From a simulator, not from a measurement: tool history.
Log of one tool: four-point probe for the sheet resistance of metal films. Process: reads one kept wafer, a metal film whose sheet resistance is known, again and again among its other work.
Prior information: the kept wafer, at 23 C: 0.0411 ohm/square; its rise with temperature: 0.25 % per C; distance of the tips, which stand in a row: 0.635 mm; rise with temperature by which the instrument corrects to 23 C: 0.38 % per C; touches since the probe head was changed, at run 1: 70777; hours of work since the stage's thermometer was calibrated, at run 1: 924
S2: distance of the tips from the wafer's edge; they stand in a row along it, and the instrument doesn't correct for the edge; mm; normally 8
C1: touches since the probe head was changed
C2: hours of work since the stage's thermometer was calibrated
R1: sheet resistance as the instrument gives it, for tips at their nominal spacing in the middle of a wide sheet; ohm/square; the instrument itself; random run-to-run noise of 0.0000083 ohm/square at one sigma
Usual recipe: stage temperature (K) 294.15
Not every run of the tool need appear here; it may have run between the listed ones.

{"run": 1, "hour": 0.0, "stage temperature (K)": 294.15, "S2": 8, "C1": 70777, "C2": 924, "R1": 0.041738}
{"hour": 62.8, "done": "new probe head fitted"}
{"run": 2, "hour": 69.9, "stage temperature (K)": 294.15, "S2": 8, "C1": 271, "C2": 964, "R1": 0.041464}
{"run": 3, "hour": 167.8, "stage temperature (K)": 294.15, "S2": 8, "C1": 4027, "C2": 1022, "R1": 0.041492}
{"run": 4, "hour": 247.9, "stage temperature (K)": 294.15, "S2": 8, "C1": 7095, "C2": 1069, "R1": 0.041519}
{"run": 5, "hour": 339.3, "stage temperature (K)": 294.15, "S2": 8, "C1": 10599, "C2": 1122, "R1": 0.041555}
{"run": 6, "hour": 409.3, "stage temperature (K)": 294.15, "S2": 8, "C1": 13281, "C2": 1163, "R1": 0.04158}
{"run": 7, "hour": 495.2, "stage temperature (K)": 294.15, "S2": 8, "C1": 16572, "C2": 1213, "R1": 0.041588}
{"run": 8, "hour": 570.7, "stage temperature (K)": 305.15, "S2": 8, "C1": 19466, "C2": 1257, "R1": 0.04106}
{"run": 9, "hour": 624.0, "stage temperature (K)": 305.15, "S2": 8, "C1": 21512, "C2": 1289, "R1": 0.041066}
{"hour": 674.2, "done": "stage's thermometer calibrated"}
{"run": 10, "hour": 705.6, "stage temperature (K)": 305.15, "S2": 8, "C1": 24618, "C2": 18, "R1": 0.041079}
{"run": 11, "hour": 800.1, "stage temperature (K)": 294.15, "S2": 8, "C1": 28241, "C2": 74, "R1": 0.041658}
{"run": 12, "hour": 897.1, "stage temperature (K)": 294.15, "S2": 8, "C1": 31958, "C2": 130, "R1": 0.041693}
{"run": 13, "hour": 985.0, "stage temperature (K)": 294.15, "S2": 28, "C1": 35329, "C2": 182, "R1": 0.041586}
{"run": 14, "hour": 1051.1, "stage temperature (K)": 294.15, "S2": 28, "C1": 37860, "C2": 221, "R1": 0.04159}
{"hour": 1072.7, "done": "stage's thermometer calibrated, once more"}
{"run": 15, "hour": 1127.5, "stage temperature (K)": 294.15, "S2": 28, "C1": 40769, "C2": 32, "R1": 0.041671}
{"run": 16, "hour": 1225.8, "stage temperature (K)": 294.15, "S2": 28, "C1": 44536, "C2": 90, "R1": 0.041701}
{"run": 17, "hour": 1297.5, "stage temperature (K)": 294.15, "S2": 28, "C1": 47286, "C2": 132, "R1": 0.041725}
{"run": 18, "hour": 1338.6, "stage temperature (K)": 294.15, "S2": 22, "C1": 48860, "C2": 156, "R1": 0.041732}
{"run": 19, "hour": 1422.8, "stage temperature (K)": 294.15, "S2": 22, "C1": 52090, "C2": 205, "R1": 0.041751}
{"run": 20, "hour": 1481.0, "stage temperature (K)": 294.15, "S2": 20, "C1": 54319, "C2": 239, "R1": 0.041788}
{"run": 21, "hour": 1548.6, "stage temperature (K)": 294.15, "S2": 13, "C1": 56911, "C2": 279, "R1": 0.041837}
{"run": 22, "hour": 1645.3, "stage temperature (K)": 294.15, "S2": 8, "C1": 60618, "C2": 335, "R1": 0.041936}
{"run": 23, "hour": 1692.3, "stage temperature (K)": 294.15, "S2": 8, "C1": 62419, "C2": 363, "R1": 0.04196}
{"run": 24, "hour": 1752.9, "stage temperature (K)": 294.15, "S2": 8, "C1": 64742, "C2": 398, "R1": 0.041986}
{"run": 25, "hour": 1814.8, "stage temperature (K)": 294.15, "S2": 8, "C1": 67115, "C2": 434, "R1": 0.041993}
{"run": 26, "hour": 1883.5, "stage temperature (K)": 294.15, "S2": 5, "C1": 69745, "C2": 475, "R1": 0.042224}
{"run": 27, "hour": 1925.8, "stage temperature (K)": 294.15, "S2": 5, "C1": 71367, "C2": 499, "R1": 0.042246}
{"hour": 1971.0, "done": "new probe head fitted"}
{"run": 28, "hour": 1971.9, "stage temperature (K)": 298.15, "S2": 5, "C1": 35, "C2": 526, "R1": 0.041438}
{"run": 29, "hour": 2051.0, "stage temperature (K)": 301.15, "S2": 20, "C1": 3068, "C2": 572, "R1": 0.040962}
{"run": 30, "hour": 2114.6, "stage temperature (K)": 302.15, "S2": 6, "C1": 5505, "C2": 609, "R1": 0.041173}
{"run": 31, "hour": 2187.0, "stage temperature (K)": 308.15, "S2": 8, "C1": 8279, "C2": 652, "R1": 0.040786}
{"run": 32, "hour": 2244.4, "stage temperature (K)": 308.15, "S2": 8, "C1": 10478, "C2": 685, "R1": 0.040808}
{"run": 33, "hour": 2290.6, "stage temperature (K)": 308.15, "S2": 8, "C1": 12252, "C2": 712, "R1": 0.040815}
{"run": 34, "hour": 2359.6, "stage temperature (K)": 300.15, "S2": 22, "C1": 14895, "C2": 753, "R1": 0.041093}
{"run": 35, "hour": 2405.4, "stage temperature (K)": 292.15, "S2": 44, "C1": 16653, "C2": 779, "R1": 0.041507}
{"run": 36, "hour": 2502.3, "stage temperature (K)": 300.15, "S2": 7, "C1": 20365, "C2": 836, "R1": 0.041303}
{"run": 37, "hour": 2592.6, "stage temperature (K)": 299.15, "S2": 48, "C1": 23828, "C2": 889, "R1": 0.041176}
{"run": 38, "hour": 2648.1, "stage temperature (K)": 298.15, "S2": 8, "C1": 25953, "C2": 921, "R1": 0.041405}
{"run": 39, "hour": 2727.5, "stage temperature (K)": 298.15, "S2": 8, "C1": 28997, "C2": 968, "R1": 0.041427}
{"run": 40, "hour": 2780.2, "stage temperature (K)": 305.15, "S2": 5, "C1": 31016, "C2": 999, "R1": 0.041304}
{"run": 41, "hour": 2843.3, "stage temperature (K)": 305.15, "S2": 5, "C1": 33436, "C2": 1036, "R1": 0.041323}
{"run": 42, "hour": 2932.8, "stage temperature (K)": 305.15, "S2": 74, "C1": 36865, "C2": 1088, "R1": 0.040988}
{"run": 43, "hour": 2991.6, "stage temperature (K)": 301.15, "S2": 24, "C1": 39119, "C2": 1123, "R1": 0.041203}
{"run": 44, "hour": 3033.5, "stage temperature (K)": 298.15, "S2": 12, "C1": 40724, "C2": 1147, "R1": 0.041423}
{"run": 45, "hour": 3107.4, "stage temperature (K)": 298.15, "S2": 12, "C1": 43559, "C2": 1190, "R1": 0.041458}

Hidden state or all else? Some run-to-run changes of R1, split into what the settings, what came in and random variation would give without the hidden state, and what is left for the hidden state (with any gauge scatter that isn't in both results):
The hidden state here: inner tips' distance over the nominal, %; tips' flats over new ones', %; wafer's true temperature over the reading, C; drift of the gauge itself on sheet_ohm, %.
Run 1 -> 2: new probe head fitted. R1 -0.000274 ohm/square: hidden state -0.00026, all else -0.000014.
Run 7 -> 8: stage temperature (K) 294.15 -> 305.15. R1 -0.000528 ohm/square: hidden state +0.000015, all else -0.000543.
Run 10 -> 11: stage temperature (K) 305.15 -> 294.15. R1 +0.000579 ohm/square: hidden state +0.000026, all else +0.000553.
Run 14 -> 15: stage's thermometer calibrated, once more. R1 +0.000081 ohm/square: hidden state +0.000085, all else -0.000004.
Run 27 -> 28: stage temperature (K) 294.15 -> 298.15, new probe head fitted. R1 -0.000808 ohm/square: hidden state -0.000609, all else -0.000199.

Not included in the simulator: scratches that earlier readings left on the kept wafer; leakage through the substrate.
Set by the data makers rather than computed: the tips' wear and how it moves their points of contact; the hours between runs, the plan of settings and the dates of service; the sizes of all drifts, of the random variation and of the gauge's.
